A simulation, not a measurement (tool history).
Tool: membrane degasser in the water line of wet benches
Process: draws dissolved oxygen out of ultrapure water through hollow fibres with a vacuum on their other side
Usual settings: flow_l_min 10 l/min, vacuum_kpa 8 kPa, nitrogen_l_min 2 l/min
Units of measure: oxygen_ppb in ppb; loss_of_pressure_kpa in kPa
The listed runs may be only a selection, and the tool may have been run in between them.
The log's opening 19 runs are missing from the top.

Run 20, hour 2016: usual settings but flow_l_min 9 l/min, vacuum_kpa 12.72 kPa, nitrogen_l_min 5.7 l/min. Result: oxygen_ppb 218.7 ppb, loss_of_pressure_kpa 41.45 kPa.
Run 21, hour 2144.3: usual settings but vacuum_kpa 13.53 kPa, nitrogen_l_min 2.12 l/min. Result: oxygen_ppb 325.5 ppb, loss_of_pressure_kpa 46.11 kPa.
Run 22, hour 2273.6: usual settings but vacuum_kpa 13.53 kPa, nitrogen_l_min 2.12 l/min. Result: oxygen_ppb 332.2 ppb, loss_of_pressure_kpa 45.96 kPa.
Run 23, hour 2389.1: usual settings but flow_l_min 16 l/min. Result: oxygen_ppb 498 ppb, loss_of_pressure_kpa 73.47 kPa.
Run 24, hour 2493.7: usual settings but flow_l_min 7 l/min, nitrogen_l_min 3.67 l/min. Result: oxygen_ppb 142.5 ppb, loss_of_pressure_kpa 32.17 kPa.
Run 25, hour 2641.9: usual settings but flow_l_min 9 l/min, vacuum_kpa 6.23 kPa, nitrogen_l_min 1.76 l/min. Result: oxygen_ppb 219.2 ppb, loss_of_pressure_kpa 41.31 kPa.
Run 26, hour 2725: usual settings but flow_l_min 16 l/min, vacuum_kpa 15.15 kPa, nitrogen_l_min 1.14 l/min. Result: oxygen_ppb 764.6 ppb, loss_of_pressure_kpa 73.48 kPa.
Run 27, hour 2791.1: usual settings but flow_l_min 16 l/min, vacuum_kpa 15.15 kPa, nitrogen_l_min 1.14 l/min. Result: oxygen_ppb 751.5 ppb, loss_of_pressure_kpa 73.54 kPa.
Run 28, hour 2932.3: usual settings but flow_l_min 16 l/min, vacuum_kpa 15.15 kPa, nitrogen_l_min 1.14 l/min. Result: oxygen_ppb 772.5 ppb, loss_of_pressure_kpa 73.06 kPa.
Run 29, hour 3013.8: usual settings but flow_l_min 7 l/min, vacuum_kpa 7.06 kPa, nitrogen_l_min 4.96 l/min. Result: oxygen_ppb 130.7 ppb, loss_of_pressure_kpa 31.89 kPa.
Run 30, hour 3138.4: usual settings but flow_l_min 7 l/min, vacuum_kpa 6.81 kPa, nitrogen_l_min 3.54 l/min. Result: oxygen_ppb 135 ppb, loss_of_pressure_kpa 32.31 kPa.
Run 31, hour 3241.8: usual settings but flow_l_min 7 l/min, vacuum_kpa 6.81 kPa, nitrogen_l_min 3.54 l/min. Result: oxygen_ppb 136.6 ppb, loss_of_pressure_kpa 32.36 kPa.
Run 32, hour 3365.6: usual settings but flow_l_min 11 l/min, nitrogen_l_min 4.23 l/min. Result: oxygen_ppb 281.9 ppb, loss_of_pressure_kpa 50.47 kPa.

Predict each of these 3 candidate next runs independently; none follows another, all start after run 32:
At hour 3421.9: seals of the vacuum lines changed.
Run A, hour 3490.1: usual settings but flow_l_min 11 l/min, nitrogen_l_min 2.04 l/min. Result: oxygen_ppb ?, loss_of_pressure_kpa ?.
At hour 3421.9: seals of the vacuum lines changed.
Run B, hour 3490.1: usual settings but flow_l_min 11 l/min, vacuum_kpa 9.3 kPa, nitrogen_l_min 4.23 l/min. Result: oxygen_ppb ?, loss_of_pressure_kpa ?.
At hour 3421.9: seals of the vacuum lines changed.
Run C, hour 3490.1: usual settings but flow_l_min 11 l/min, nitrogen_l_min 3.46 l/min. Result: oxygen_ppb ?, loss_of_pressure_kpa ?.

run  oxygen_ppb  loss_of_pressure_kpa
  A       305.5                 50.09
  B         287                 50.48
  C       286.6                 50.64
With no hidden state in the tool, these same runs would have given:
run  oxygen_ppb  loss_of_pressure_kpa
  A       305.3                 50.07
  B       286.7                 50.46
  C       286.3                 50.62
